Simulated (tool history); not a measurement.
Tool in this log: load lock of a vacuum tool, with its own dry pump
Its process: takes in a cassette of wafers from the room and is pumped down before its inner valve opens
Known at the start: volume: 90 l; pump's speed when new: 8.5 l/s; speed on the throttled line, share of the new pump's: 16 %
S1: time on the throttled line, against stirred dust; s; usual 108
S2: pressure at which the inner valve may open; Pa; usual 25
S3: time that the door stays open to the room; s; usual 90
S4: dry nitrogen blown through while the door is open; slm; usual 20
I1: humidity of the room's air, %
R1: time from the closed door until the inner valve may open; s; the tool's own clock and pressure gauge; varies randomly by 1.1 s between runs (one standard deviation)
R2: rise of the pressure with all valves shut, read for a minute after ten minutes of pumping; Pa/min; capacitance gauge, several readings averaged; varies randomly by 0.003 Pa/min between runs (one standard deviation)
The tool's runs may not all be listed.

| run | hour | S1 | S2 | S3 | S4 | I1 | R1 | R2 |
|---|---|---|---|---|---|---|---|---|
| 1 | 0 | 108 | 25 | 90 | 20 | 45.6 | 179.1 | 0.177 |
| 2 | 306.9 | 108 | 25 | 90 | 20 | 43.3 | 180.5 | 0.184 |
| 3 | 544.4 | 108 | 25 | 90 | 20 | 42.9 | 179.8 | 0.189 |
| 4 | 696.5 | 108 | 25 | 90 | 20 | 44.3 | 179.8 | 0.192 |
| 5 | 849.8 | 108 | 25 | 90 | 20 | 47.5 | 179.4 | 0.192 |
| 6 | 992.2 | 108 | 25 | 90 | 20 | 44.1 | 181.5 | 0.199 |
| 7 | 1145.4 | 108 | 25 | 90 | 20 | 42.1 | 178.3 | 0.201 |
| 8 | 1398 | 108 | 25 | 90 | 20 | 41.8 | 181.4 | 0.221 |
| 9 | 1612.7 | 95 | 25 | 90 | 20 | 43.3 | 170.1 | 0.214 |
| 10 | 1872.6 | 95 | 25 | 90 | 37 | 47.2 | 170.8 | 0.226 |
| 11 | 2158 | 108 | 25 | 90 | 20 | 45.6 | 179.8 | 0.239 |
| 12 | 2469.3 | 108 | 25 | 90 | 20 | 45 | 179.9 | 0.24 |
| 13 | 2596.6 | 108 | 25 | 62 | 20 | 46.5 | 181.2 | 0.236 |
| 14 | 2892.4 | 108 | 21 | 90 | 20 | 43.6 | 182 | 0.256 |
| 15 | 3195.9 | 108 | 25 | 90 | 20 | 44.7 | 184.1 | 0.264 |
| 16 | 3404.2 | 108 | 25 | 90 | 20 | 42.4 | 180.7 | 0.281 |
| 17 | 3712.6 | 108 | 25 | 90 | 20 | 43.9 | 182.9 | 0.283 |
| 18 | 3987.1 | 108 | 25 | 90 | 20 | 46.7 | 181 | 0.295 |
| 19 | 4140.6 | 108 | 19 | 90 | 20 | 46.2 | 186.8 | 0.294 |
| 20 | 4448.7 | 64 | 38 | 90 | 20 | 46.3 | 140.8 | 0.308 |
| 21 | 4706.4 | 64 | 27 | 90 | 22 | 41.8 | 145.1 | 0.315 |
| 22 | 5012 | 64 | 27 | 90 | 22 | 47.6 | 144.5 | 0.33 |
| 23 | 5297.1 | 79 | 25 | 25 | 20 | 45.3 | 160.3 | 0.335 |
| 24 | 5511.7 | 79 | 20 | 104 | 20 | 47.4 | 161 | 0.342 |
| 25 | 5693.4 | 69 | 25 | 90 | 4 | 44.3 | 150.3 | 0.362 |
| 26 | 5943.2 | 69 | 25 | 90 | 4 | 48.7 | 151.1 | 0.377 |
| 27 | 6099.4 | 161 | 24 | 148 | 12 | 42.4 | 228 | 0.372 |
| 28 | 6310.6 | 161 | 24 | 148 | 12 | 48.4 | 227.2 | 0.381 |
| 29 | 6455.5 | 198 | 45 | 148 | 20 | 43.3 | 254 | 0.369 |
| 30 | 6609.8 | 108 | 25 | 90 | 31 | 43.3 | 184.9 | 0.382 |
| 31 | 6847.8 | 108 | 25 | 141 | 11 | 44.6 | 185.7 | 0.402 |
| 32 | 6983.6 | 108 | 45 | 29 | 28 | 46.2 | 177.7 | 0.392 |
| 33 | 7292.4 | 82 | 25 | 217 | 20 | 43.3 | 161.6 | 0.421 |
| 34 | 7463.5 | 82 | 25 | 217 | 20 | 51.4 | 162.9 | 0.423 |
| 35 | 7677.2 | 108 | 25 | 92 | 5 | 44.6 | 184.7 | 0.438 |
| 36 | 7945.7 | 84 | 31 | 40 | 39 | 44.2 | 162.6 | 0.428 |
| 37 | 8075.1 | 84 | 43 | 40 | 11 | 40.1 | 158.9 | 0.452 |

A few steps of R1 between consecutive runs. Split each: what settings, incoming material and random variation would produce without the hidden state, and what is left over for the hidden state, along with gauge scatter present in only one of the two compared results (measured, and without hidden state):
Hidden conditions of the tool in this case: pump's speed, % of a new pump's; leak at the door's seal, Pa l/s; drift of the gauge itself on ready_s, %; drift of the gauge itself on rise_pa_min, %.
Run 19 -> 20: S1 108 -> 64, S2 19 -> 38. R1 -46 s: hidden state +0.2, all else -46.2.
Run 26 -> 27: S1 69 -> 161, S2 25 -> 24, S3 90 -> 148, S4 4 -> 12. R1 +76.9 s: hidden state -0.7, all else +77.6.
Run 29 -> 30: S1 198 -> 108, S2 45 -> 25, S3 148 -> 90, S4 20 -> 31. R1 -69.1 s: hidden state +1.4, all else -70.5.
Run 32 -> 33: S1 108 -> 82, S2 45 -> 25, S3 29 -> 217, S4 28 -> 20. R1 -16.1 s: hidden state +0.9, all else -17.
